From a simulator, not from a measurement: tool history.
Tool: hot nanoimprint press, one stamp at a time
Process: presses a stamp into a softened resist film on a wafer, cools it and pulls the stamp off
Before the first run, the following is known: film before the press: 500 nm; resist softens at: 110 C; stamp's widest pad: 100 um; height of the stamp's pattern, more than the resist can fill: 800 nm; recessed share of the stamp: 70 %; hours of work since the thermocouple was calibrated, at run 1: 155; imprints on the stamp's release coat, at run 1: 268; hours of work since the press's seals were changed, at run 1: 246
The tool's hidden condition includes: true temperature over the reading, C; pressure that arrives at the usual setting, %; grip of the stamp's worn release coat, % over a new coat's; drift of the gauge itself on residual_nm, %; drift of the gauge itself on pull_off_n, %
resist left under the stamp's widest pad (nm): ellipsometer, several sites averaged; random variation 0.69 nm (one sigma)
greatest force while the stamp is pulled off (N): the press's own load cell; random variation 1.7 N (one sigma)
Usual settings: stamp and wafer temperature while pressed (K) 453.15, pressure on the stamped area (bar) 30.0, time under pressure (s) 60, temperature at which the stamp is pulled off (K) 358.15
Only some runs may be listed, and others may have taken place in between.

run	day	stamp and wafer temperature while pressed (K)	pressure on the stamped area (bar)	time under pressure (s)	temperature at which the stamp is pulled off (K)	hours of work since the thermocouple was calibrated	imprints on the stamp's release coat	hours of work since the press's seals were changed	resist left under the stamp's widest pad (nm)	greatest force while the stamp is pulled off (N)
1	0.000	453.15	30.0	60	358.15	155	268	246	216.3	212
2	0.842	453.15	30.0	60	358.15	165	324	256	216.6	211
3	1.488	453.15	30.0	60	358.15	173	368	264	217.8	213
4	2.412	453.15	27.6	60	358.15	184	430	275	224.4	211
5	3.262	453.15	27.6	60	358.15	194	488	285	226.4	208
6	3.671	453.15	30.0	60	358.15	199	515	289	217.6	211
7	4.129	453.15	30.0	60	358.15	204	546	295	219.0	208
8	5.083	453.15	30.0	60	358.15	215	610	306	217.8	211
9	6.012	453.15	30.0	60	358.15	226	673	317	217.7	210
10	6.808	453.15	30.0	60	358.15	236	727	326	218.3	215
11	7.438	453.15	27.2	60	358.15	243	769	334	228.4	212
# day 7.946: stamp cleaned and given a new release coat
12	8.304	453.15	31.4	60	358.15	250	24	341	214.5	213
13	8.825	464.15	31.4	57	365.15	257	59	347	121.4	177
14	9.567	464.15	31.4	57	365.15	265	109	356	122.1	179

What will run 15 give?
15	10.167	464.15	31.4	57	365.15	272	150	363	?	?

{"run 15": {"resist left under the stamp's widest pad (nm)": 122.7, "greatest force while the stamp is pulled off (N)": 178}}
With the hidden condition absent and the run-to-run variation left alone, this run would have shown resist left under the stamp's widest pad (nm) 120.7, greatest force while the stamp is pulled off (N) 178.

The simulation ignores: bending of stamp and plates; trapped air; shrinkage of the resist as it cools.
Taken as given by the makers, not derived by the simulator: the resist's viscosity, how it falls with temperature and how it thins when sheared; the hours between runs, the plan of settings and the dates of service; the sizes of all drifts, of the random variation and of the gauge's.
